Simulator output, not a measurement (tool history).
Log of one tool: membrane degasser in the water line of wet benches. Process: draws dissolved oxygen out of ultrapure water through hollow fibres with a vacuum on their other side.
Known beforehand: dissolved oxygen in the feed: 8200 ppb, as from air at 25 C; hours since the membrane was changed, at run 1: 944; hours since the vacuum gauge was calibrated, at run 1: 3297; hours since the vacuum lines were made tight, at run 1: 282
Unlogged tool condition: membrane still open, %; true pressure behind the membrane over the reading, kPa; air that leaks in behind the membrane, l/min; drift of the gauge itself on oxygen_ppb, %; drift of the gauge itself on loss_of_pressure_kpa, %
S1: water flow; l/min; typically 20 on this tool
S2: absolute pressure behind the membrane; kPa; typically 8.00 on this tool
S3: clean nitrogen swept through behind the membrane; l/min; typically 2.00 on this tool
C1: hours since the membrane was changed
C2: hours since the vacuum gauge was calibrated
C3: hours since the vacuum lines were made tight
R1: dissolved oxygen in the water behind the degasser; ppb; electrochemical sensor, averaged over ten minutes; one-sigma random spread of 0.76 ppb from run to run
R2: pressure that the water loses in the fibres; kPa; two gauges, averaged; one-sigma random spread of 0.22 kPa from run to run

run 1 day=0.000 | S1=20 S2=8.00 S3=2.00 | C1=944 C2=3297 C3=282 | R1=120.2 R2=52.71
run 2 day=7.325 | S1=20 S2=8.00 S3=2.00 | C1=1119 C2=3473 C3=458 | R1=119.0 R2=52.56
run 3 day=17.188 | S1=20 S2=7.44 S3=2.00 | C1=1356 C2=3710 C3=695 | R1=105.9 R2=52.52
run 4 day=24.712 | S1=20 S2=7.44 S3=2.00 | C1=1537 C2=3890 C3=876 | R1=107.4 R2=53.01
run 5 day=29.921 | S1=20 S2=7.44 S3=2.00 | C1=1662 C2=4015 C3=1001 | R1=107.2 R2=52.44
run 6 day=39.562 | S1=20 S2=7.44 S3=2.00 | C1=1893 C2=4247 C3=1232 | R1=107.5 R2=52.89
run 7 day=48.725 | S1=20 S2=7.44 S3=2.00 | C1=2113 C2=4467 C3=1452 | R1=106.7 R2=52.64
run 8 day=58.633 | S1=20 S2=8.00 S3=3.55 | C1=2351 C2=4704 C3=1690 | R1=71.1 R2=52.80
run 9 day=64.329 | S1=20 S2=8.00 S3=3.55 | C1=2488 C2=4841 C3=1826 | R1=71.7 R2=53.24
run 10 day=68.438 | S1=20 S2=8.00 S3=3.55 | C1=2586 C2=4940 C3=1925 | R1=72.0 R2=53.04
run 11 day=75.729 | S1=20 S2=8.00 S3=3.55 | C1=2761 C2=5115 C3=2100 | R1=72.1 R2=53.00
run 12 day=84.938 | S1=20 S2=8.00 S3=3.55 | C1=2982 C2=5336 C3=2321 | R1=71.8 R2=53.17
run 13 day=91.062 | S1=20 S2=8.00 S3=3.55 | C1=3129 C2=5483 C3=2468 | R1=72.3 R2=52.86
-- day=91.738 vacuum gauge calibrated
run 14 day=100.617 | S1=20 S2=8.00 S3=2.00 | C1=3358 C2=213 C3=2697 | R1=122.0 R2=53.00
run 15 day=108.650 | S1=20 S2=8.00 S3=2.00 | C1=3551 C2=406 C3=2890 | R1=122.3 R2=53.11
run 16 day=114.817 | S1=20 S2=6.94 S3=2.00 | C1=3699 C2=554 C3=3038 | R1=99.4 R2=52.56
run 17 day=121.962 | S1=20 S2=6.94 S3=2.00 | C1=3870 C2=725 C3=3209 | R1=98.6 R2=52.96
run 18 day=127.879 | S1=20 S2=18.58 S3=1.78 | C1=4012 C2=867 C3=3351 | R1=400.5 R2=53.15
run 19 day=132.204 | S1=17 S2=6.54 S3=2.00 | C1=4116 C2=971 C3=3455 | R1=76.2 R2=45.15
run 20 day=138.554 | S1=17 S2=6.54 S3=2.00 | C1=4268 C2=1124 C3=3607 | R1=76.7 R2=45.71
run 21 day=145.704 | S1=17 S2=6.54 S3=2.00 | C1=4440 C2=1295 C3=3779 | R1=77.7 R2=45.35
-- day=149.525 vacuum gauge calibrated, once more
run 22 day=152.025 | S1=12 S2=11.94 S3=2.00 | C1=4591 C2=60 C3=3930 | R1=130.4 R2=31.84
run 23 day=157.608 | S1=14 S2=12.51 S3=2.00 | C1=4725 C2=194 C3=4064 | R1=159.8 R2=37.48
run 24 day=162.567 | S1=24 S2=6.42 S3=2.00 | C1=4844 C2=313 C3=4183 | R1=96.9 R2=63.70
run 25 day=170.383 | S1=24 S2=6.42 S3=2.00 | C1=5032 C2=501 C3=4371 | R1=97.7 R2=64.14
run 26 day=174.446 | S1=13 S2=18.00 S3=2.00 | C1=5129 C2=598 C3=4468 | R1=237.7 R2=34.68
run 27 day=178.942 | S1=30 S2=16.98 S3=0.93 | C1=5237 C2=706 C3=4576 | R1=856.7 R2=79.96
run 28 day=186.333 | S1=30 S2=5.01 S3=1.19 | C1=5415 C2=883 C3=4753 | R1=113.0 R2=80.51
-- day=192.350 seals of the vacuum lines changed
run 29 day=195.633 | S1=13 S2=8.00 S3=2.00 | C1=5636 C2=1105 C3=79 | R1=76.7 R2=34.85
run 30 day=201.571 | S1=18 S2=8.00 S3=2.17 | C1=5778 C2=1247 C3=221 | R1=98.6 R2=48.31
run 31 day=208.017 | S1=19 S2=8.00 S3=2.00 | C1=5933 C2=1402 C3=376 | R1=110.2 R2=51.00
run 32 day=214.246 | S1=20 S2=5.24 S3=2.00 | C1=6083 C2=1551 C3=526 | R1=53.2 R2=53.79

4 ways to go on from here, each from the tool as it stands after run 32. What would each give?
run A day=223.788 | S1=18 S2=5.24 S3=2.00 | C1=6312 C2=1780 C3=755 | R1=? R2=?
run B day=223.788 | S1=30 S2=8.00 S3=1.49 | C1=6312 C2=1780 C3=755 | R1=? R2=?
run C day=223.788 | S1=28 S2=8.00 S3=4.92 | C1=6312 C2=1780 C3=755 | R1=? R2=?
run D day=223.788 | S1=15 S2=8.00 S3=2.00 | C1=6312 C2=1780 C3=755 | R1=? R2=?

run=A R1=47.6 R2=48.22
run=B R1=225.9 R2=80.56
run=C R1=76.8 R2=74.93
run=D R1=88.3 R2=40.20
Had the tool no hidden state, the same runs would have come out as:
run=A R1=45.6 R2=47.13
run=B R1=221.1 R2=78.75
run=C R1=74.3 R2=73.23
run=D R1=86.4 R2=39.29

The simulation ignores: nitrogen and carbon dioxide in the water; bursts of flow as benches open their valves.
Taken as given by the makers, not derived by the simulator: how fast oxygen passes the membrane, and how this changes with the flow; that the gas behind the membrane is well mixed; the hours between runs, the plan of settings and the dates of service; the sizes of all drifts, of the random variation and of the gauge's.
